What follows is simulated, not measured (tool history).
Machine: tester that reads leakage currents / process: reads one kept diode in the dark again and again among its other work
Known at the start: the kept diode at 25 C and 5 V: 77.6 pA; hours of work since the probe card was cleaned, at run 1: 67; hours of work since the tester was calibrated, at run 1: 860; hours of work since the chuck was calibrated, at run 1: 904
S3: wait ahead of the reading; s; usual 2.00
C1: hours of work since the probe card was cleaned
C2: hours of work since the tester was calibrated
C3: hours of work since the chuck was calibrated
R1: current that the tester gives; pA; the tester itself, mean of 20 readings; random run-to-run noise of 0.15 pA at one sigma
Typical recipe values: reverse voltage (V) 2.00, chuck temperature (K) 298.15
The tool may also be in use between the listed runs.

run 1 day=0.000 | reverse_voltage_(V)=2.00 chuck_temperature_(K)=298.15 S3=2.00 | C1=67 C2=860 C3=904 | R1=44.62
run 2 day=2.233 | reverse_voltage_(V)=2.00 chuck_temperature_(K)=298.15 S3=2.00 | C1=91 C2=884 C3=928 | R1=44.60
run 3 day=5.421 | reverse_voltage_(V)=2.00 chuck_temperature_(K)=298.15 S3=2.00 | C1=125 C2=918 C3=962 | R1=44.29
run 4 day=8.992 | reverse_voltage_(V)=2.00 chuck_temperature_(K)=298.15 S3=2.00 | C1=163 C2=956 C3=1000 | R1=44.49
run 5 day=13.771 | reverse_voltage_(V)=2.00 chuck_temperature_(K)=298.15 S3=2.00 | C1=213 C2=1006 C3=1051 | R1=44.62
run 6 day=16.283 | reverse_voltage_(V)=2.00 chuck_temperature_(K)=298.15 S3=2.00 | C1=240 C2=1033 C3=1077 | R1=44.71
run 7 day=19.858 | reverse_voltage_(V)=2.00 chuck_temperature_(K)=298.15 S3=2.00 | C1=278 C2=1071 C3=1115 | R1=44.57
run 8 day=24.071 | reverse_voltage_(V)=2.00 chuck_temperature_(K)=298.15 S3=2.00 | C1=323 C2=1116 C3=1160 | R1=44.46
run 9 day=26.712 | reverse_voltage_(V)=2.00 chuck_temperature_(K)=304.15 S3=2.00 | C1=351 C2=1144 C3=1188 | R1=73.04
run 10 day=30.979 | reverse_voltage_(V)=2.00 chuck_temperature_(K)=304.15 S3=2.00 | C1=396 C2=1189 C3=1234 | R1=73.15
run 11 day=35.746 | reverse_voltage_(V)=2.00 chuck_temperature_(K)=304.15 S3=2.00 | C1=447 C2=1240 C3=1284 | R1=73.13
run 12 day=38.692 | reverse_voltage_(V)=2.00 chuck_temperature_(K)=304.15 S3=2.00 | C1=478 C2=1272 C3=1316 | R1=73.49
run 13 day=42.317 | reverse_voltage_(V)=2.00 chuck_temperature_(K)=314.15 S3=2.00 | C1=517 C2=1310 C3=1354 | R1=159.97
run 14 day=46.938 | reverse_voltage_(V)=2.00 chuck_temperature_(K)=314.15 S3=2.00 | C1=566 C2=1359 C3=1403 | R1=158.72
run 15 day=50.917 | reverse_voltage_(V)=2.75 chuck_temperature_(K)=298.15 S3=1.86 | C1=608 C2=1402 C3=1446 | R1=53.73

Predict the results of run 16:
run 16 day=53.692 | reverse_voltage_(V)=5.50 chuck_temperature_(K)=302.15 S3=2.00 | C1=638 C2=1431 C3=1475 | R1=?

Run 16 came out at R1 111.57 pA.
Take away the tool's hidden state, keep the run-to-run variation as it was, and the same run would have given R1 115.45 pA.
